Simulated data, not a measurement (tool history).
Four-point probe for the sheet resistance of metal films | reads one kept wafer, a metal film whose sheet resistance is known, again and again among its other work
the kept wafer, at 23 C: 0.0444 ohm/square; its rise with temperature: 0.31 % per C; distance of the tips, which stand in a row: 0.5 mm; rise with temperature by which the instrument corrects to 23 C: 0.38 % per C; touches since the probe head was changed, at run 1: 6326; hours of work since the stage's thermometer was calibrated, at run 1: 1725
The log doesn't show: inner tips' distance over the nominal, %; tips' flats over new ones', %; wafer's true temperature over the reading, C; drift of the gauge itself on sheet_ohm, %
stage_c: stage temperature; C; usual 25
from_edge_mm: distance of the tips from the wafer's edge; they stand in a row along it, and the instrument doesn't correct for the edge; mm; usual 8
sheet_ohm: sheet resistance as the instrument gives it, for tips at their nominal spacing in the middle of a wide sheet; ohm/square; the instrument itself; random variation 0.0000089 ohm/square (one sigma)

| run | day | stage_c | from_edge_mm | touches since the probe head was changed | hours of work since the stage's thermometer was calibrated | sheet_ohm |
|---|---|---|---|---|---|---|
| 1 | 0.000 | 25 | 8 | 6326 | 1725 | 0.044433 |
| 2 | 0.479 | 25 | 7 | 6548 | 1732 | 0.044466 |
| 3 | 1.296 | 25 | 7 | 6924 | 1744 | 0.044445 |
| 4 | 2.075 | 25 | 7 | 7284 | 1755 | 0.044453 |
| 5 | 2.800 | 25 | 7 | 7621 | 1765 | 0.044474 |
| 6 | 3.525 | 25 | 7 | 7954 | 1775 | 0.044469 |
| 7 | 4.300 | 25 | 7 | 8312 | 1786 | 0.044449 |
| 8 | 4.925 | 25 | 7 | 8601 | 1795 | 0.044464 |
| 9 | 5.512 | 25 | 7 | 8874 | 1803 | 0.044469 |
| 10 | 6.104 | 30 | 13 | 9147 | 1812 | 0.044213 |
| 11 | 6.596 | 23 | 33 | 9374 | 1819 | 0.044399 |
| 12 | 7.117 | 23 | 33 | 9615 | 1826 | 0.044420 |
| 13 | 7.575 | 23 | 33 | 9827 | 1833 | 0.044396 |
| 14 | 8.042 | 23 | 33 | 10042 | 1839 | 0.044396 |
| 15 | 8.629 | 20 | 3 | 10313 | 1847 | 0.045139 |
| 16 | 8.983 | 23 | 10 | 10477 | 1853 | 0.044457 |
| 17 | 9.425 | 23 | 10 | 10681 | 1859 | 0.044461 |

Forecast each of these 5 alternatives for the next run:
| A | 9.800 | 26 | 10 | 10855 | 1864 | ? |
| B | 9.800 | 29 | 6 | 10855 | 1864 | ? |
| C | 9.800 | 25 | 11 | 10855 | 1864 | ? |
| D | 9.800 | 25 | 7 | 10855 | 1864 | ? |
| E | 9.800 | 18 | 5 | 10855 | 1864 | ? |

| run | sheet_ohm |
|---|---|
| A | 0.044369 |
| B | 0.044361 |
| C | 0.044398 |
| D | 0.044460 |
| E | 0.044802 |
Without the tool's hidden state the same runs would have given:
| run | sheet_ohm |
|---|---|
| A | 0.044372 |
| B | 0.044364 |
| C | 0.044401 |
| D | 0.044464 |
| E | 0.044806 |

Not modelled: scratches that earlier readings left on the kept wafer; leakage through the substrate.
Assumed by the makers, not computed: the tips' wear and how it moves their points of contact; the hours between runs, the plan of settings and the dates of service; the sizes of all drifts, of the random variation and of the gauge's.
